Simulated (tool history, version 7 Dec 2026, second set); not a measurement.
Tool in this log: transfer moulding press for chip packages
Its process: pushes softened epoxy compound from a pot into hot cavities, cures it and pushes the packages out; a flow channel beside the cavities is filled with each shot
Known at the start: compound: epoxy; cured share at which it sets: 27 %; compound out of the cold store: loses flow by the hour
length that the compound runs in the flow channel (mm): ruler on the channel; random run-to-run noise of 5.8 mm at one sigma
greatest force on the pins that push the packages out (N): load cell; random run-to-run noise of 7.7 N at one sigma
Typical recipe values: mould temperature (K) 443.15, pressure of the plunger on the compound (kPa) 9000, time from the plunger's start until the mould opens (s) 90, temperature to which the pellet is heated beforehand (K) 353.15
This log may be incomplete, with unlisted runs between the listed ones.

run	hour	mould temperature (K)	pressure of the plunger on the compound (kPa)	time from the plunger's start until the mould opens (s)	temperature to which the pellet is heated beforehand (K)	incoming compound's hours out of the cold store	length that the compound runs in the flow channel (mm)	greatest force on the pins that push the packages out (N)
1	0	443.15	9000	90	353.15	37.2	630	315
2	17.1	443.15	9200	90	353.15	13.1	721	343
3	40.7	443.15	9200	90	353.15	31	657	327
# hour 55.1: cavities cleaned with cleaning compound and waxed
# hour 80.7: mould's thermocouples calibrated
4	84.2	443.15	9200	76	353.15	16.7	707	446
# hour 113.5: cavities cleaned with cleaning compound and waxed
5	119	443.15	9200	76	353.15	13.3	722	469
6	156.1	443.15	9200	76	353.15	30.6	657	433
# hour 169.6: cavities cleaned with cleaning compound and waxed
7	182	443.15	9200	76	353.15	14.4	727	461
# hour 225.5: cavities cleaned with cleaning compound and waxed
8	225.5	443.15	9000	90	353.15	29.4	645	330
# hour 254.2: plunger's sealing rings changed
9	260.9	443.15	9000	90	354.15	43.9	604	328
# hour 283.4: cavities cleaned with cleaning compound and waxed
10	283.4	443.15	9000	90	353.15	11.9	721	336
11	314.3	448.15	9000	90	353.15	18.8	685	289
12	332.9	443.15	9000	90	353.15	35.8	630	327
# hour 339.4: cavities cleaned with cleaning compound and waxed
13	365.1	443.15	9000	90	353.15	27.4	666	329
# hour 394.7: cavities cleaned with cleaning compound and waxed
14	408.7	448.15	9000	125	353.15	41	606	269
15	429.7	443.15	9000	90	359.15	35.5	633	326
# hour 449.9: cavities cleaned with cleaning compound and waxed
16	449.9	443.15	9000	90	359.15	16.8	702	330
17	469.7	448.15	10680	95	349.15	38.1	660	274
18	502	448.15	10680	95	349.15	36.7	663	289
# hour 506: cavities cleaned with cleaning compound and waxed
19	530.8	443.15	8820	95	349.15	46.9	587	303
# hour 538.3: mould's thermocouples calibrated
# hour 543.1: plunger's sealing rings changed
20	562.2	443.15	9000	90	362.15	14.5	714	343
# hour 566.2: cavities cleaned with cleaning compound and waxed
21	590	439.15	7930	106	362.15	26.8	631	326
# hour 620.9: cavities cleaned with cleaning compound and waxed
22	628.2	443.15	10390	90	353.15	16.4	753	345
23	665.6	443.15	8450	85	353.15	41.6	588	350
# hour 675.7: cavities cleaned with cleaning compound and waxed
24	700.1	443.15	8380	90	353.15	11.3	692	345
# hour 732.4: cavities cleaned with cleaning compound and waxed
25	742.3	443.15	8380	90	353.15	43.3	575	322
26	783.3	438.15	9340	83	353.15	9.3	770	563

Consider 3 possible next runs. They are alternatives, not a sequence: every one starts from the tool as it was left by run 26. What does each give?
# hour 787.5: cavities cleaned with cleaning compound and waxed
A	812.1	438.15	9340	83	358.15	34	?	?
# hour 787.5: cavities cleaned with cleaning compound and waxed
B	812.1	444.15	9340	83	353.15	26.8	?	?
# hour 787.5: cavities cleaned with cleaning compound and waxed
C	812.1	443.15	9000	71	353.15	10.2	?	?

run	length that the compound runs in the flow channel (mm)	greatest force on the pins that push the packages out (N)
A	652	496
B	674	342
C	729	551
Take away the tool's hidden state, keep each run's random variation, and the runs would have read:
run	length that the compound runs in the flow channel (mm)	greatest force on the pins that push the packages out (N)
A	653	494
B	675	341
C	729	549

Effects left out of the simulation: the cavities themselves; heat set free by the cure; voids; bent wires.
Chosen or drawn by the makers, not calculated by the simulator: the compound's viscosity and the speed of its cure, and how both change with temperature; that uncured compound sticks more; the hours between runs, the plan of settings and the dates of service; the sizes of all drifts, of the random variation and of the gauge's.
